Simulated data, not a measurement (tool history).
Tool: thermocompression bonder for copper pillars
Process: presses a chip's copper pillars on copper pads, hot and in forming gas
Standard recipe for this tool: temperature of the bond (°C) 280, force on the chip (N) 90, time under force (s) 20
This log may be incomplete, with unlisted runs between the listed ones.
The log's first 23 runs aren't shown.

run,day,temperature of the bond (°C),force on the chip (N),time under force (s),force that shears a chip off (N)
24,13.029,308,75,52,79.2
25,13.438,308,100,52,85.7
26,14.088,270,81,27,41.3
27,14.846,263,104,10,28
28,15.625,263,104,10,26.9
29,16.238,263,104,10,27.4
30,16.838,250,111,13,25.1
31,17.412,250,111,13,24.1
32,18.196,288,56,15,35.2

Predict each of these 5 candidate next runs independently; none follows another, all start after run 32:
A,18.725,278,56,15,?
B,18.725,259,83,19,?
C,18.725,269,101,34,?
D,18.725,265,56,31,?
E,18.725,288,94,15,?

run,force that shears a chip off (N)
A,28.7
B,29
C,47.6
D,30.9
E,45.6
With no hidden state in the tool, these same runs would have given:
run,force that shears a chip off (N)
A,30.9
B,31.4
C,51.2
D,33.4
E,49
